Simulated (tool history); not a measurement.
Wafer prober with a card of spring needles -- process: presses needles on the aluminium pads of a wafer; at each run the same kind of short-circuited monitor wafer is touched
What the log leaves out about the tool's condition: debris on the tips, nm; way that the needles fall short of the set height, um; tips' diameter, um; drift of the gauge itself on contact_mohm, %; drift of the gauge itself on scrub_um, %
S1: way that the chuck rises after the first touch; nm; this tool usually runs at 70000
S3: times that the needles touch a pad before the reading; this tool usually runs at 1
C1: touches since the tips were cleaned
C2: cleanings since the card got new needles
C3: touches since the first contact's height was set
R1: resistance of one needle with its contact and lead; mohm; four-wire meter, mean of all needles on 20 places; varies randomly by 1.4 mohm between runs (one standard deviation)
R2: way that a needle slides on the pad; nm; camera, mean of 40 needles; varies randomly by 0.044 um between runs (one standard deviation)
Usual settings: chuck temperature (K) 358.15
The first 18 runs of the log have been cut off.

Run 19, hour 357: usual settings but S1 50000 nm, chuck temperature (K) 341.15, S3 3; C1 6390; C2 32; C3 19449. Result: R1 120 mohm, R2 12500 nm.
At hour 359.2: tips cleaned on abrasive film.
At hour 376.8: tips cleaned on abrasive film.
Run 20, hour 379.1: usual settings but S1 74000 nm, chuck temperature (K) 304.15, S3 3; C1 926; C2 34; C3 28315. Result: R1 112 mohm, R2 18460 nm.
At hour 394.7: tips cleaned on abrasive film.
Run 21, hour 404.2: usual settings but S1 54000 nm; C1 3818; C2 35; C3 38407. Result: R1 125 mohm, R2 13460 nm.
At hour 412.7: tips cleaned on abrasive film.
Run 22, hour 428.1: usual settings but chuck temperature (K) 313.15, S3 2; C1 6228; C2 36; C3 48032. Result: R1 113 mohm, R2 17370 nm.
At hour 430.2: tips cleaned on abrasive film.
Run 23, hour 445: usual settings but chuck temperature (K) 351.15; C1 6017; C2 37; C3 54859. Result: R1 121 mohm, R2 17390 nm.
At hour 447.3: tips cleaned on abrasive film.
At hour 464: tips cleaned on abrasive film.
Run 24, hour 468.2: usual settings but S1 62000 nm, chuck temperature (K) 346.15, S3 3; C1 1672; C2 39; C3 64124. Result: R1 118 mohm, R2 15410 nm.
At hour 481.9: tips cleaned on abrasive film.
Run 25, hour 492.1: usual settings but S1 67000 nm, chuck temperature (K) 322.15, S3 2; C1 4115; C2 40; C3 73767. Result: R1 116 mohm, R2 16620 nm.
At hour 498.9: tips cleaned on abrasive film.
Run 26, hour 509: usual settings but chuck temperature (K) 315.15, S3 2; C1 4101; C2 41; C3 80558. Result: R1 113 mohm, R2 17330 nm.
At hour 515.7: tips cleaned on abrasive film.
Run 27, hour 523.1: usual settings but S1 87000 nm, chuck temperature (K) 335.15, S3 2; C1 2994; C2 42; C3 86220. Result: R1 117 mohm, R2 21580 nm.
At hour 532.9: tips cleaned on abrasive film.
Run 28, hour 545.8: usual settings but S1 89000 nm, chuck temperature (K) 304.15, S3 3; C1 5202; C2 43; C3 95351. Result: R1 111 mohm, R2 22150 nm.
At hour 549.3: tips cleaned on abrasive film.
Run 29, hour 565.2: usual settings but S1 82000 nm, chuck temperature (K) 349.15, S3 2; C1 6392; C2 44; C3 103145. Result: R1 116 mohm, R2 20420 nm.
At hour 567.2: tips cleaned on abrasive film.
Run 30, hour 581.5: usual settings but S1 82000 nm, chuck temperature (K) 349.15, S3 2; C1 5756; C2 45; C3 109706. Result: R1 118 mohm, R2 20330 nm.
At hour 584.1: tips cleaned on abrasive film.
Run 31, hour 596.2: usual settings but S1 60000 nm; C1 4916; C2 46; C3 115625. Result: R1 119 mohm, R2 14880 nm.

Branching from run 31: 3 alternative next runs. What would each branch give?
At hour 602: tips cleaned on abrasive film.
Run A, hour 616.2: usual settings but S1 60000 nm, chuck temperature (K) 320.15; C1 5762; C2 47; C3 123668. Result: R1 ?, R2 ?.
At hour 602: tips cleaned on abrasive film.
Run B, hour 616.2: usual settings but S1 89000 nm, chuck temperature (K) 322.15, S3 2; C1 5762; C2 47; C3 123668. Result: R1 ?, R2 ?.
At hour 602: tips cleaned on abrasive film.
Run C, hour 616.2: usual settings but chuck temperature (K) 301.15, S3 2; C1 5762; C2 47; C3 123668. Result: R1 ?, R2 ?.

run   R1     R2
  A  118  14820
  B  114  21960
  C  113  17340
Take away the tool's hidden state, keep each run's random variation, and the runs would have read:
run   R1     R2
  A  118  15100
  B  114  22370
  C  113  17660

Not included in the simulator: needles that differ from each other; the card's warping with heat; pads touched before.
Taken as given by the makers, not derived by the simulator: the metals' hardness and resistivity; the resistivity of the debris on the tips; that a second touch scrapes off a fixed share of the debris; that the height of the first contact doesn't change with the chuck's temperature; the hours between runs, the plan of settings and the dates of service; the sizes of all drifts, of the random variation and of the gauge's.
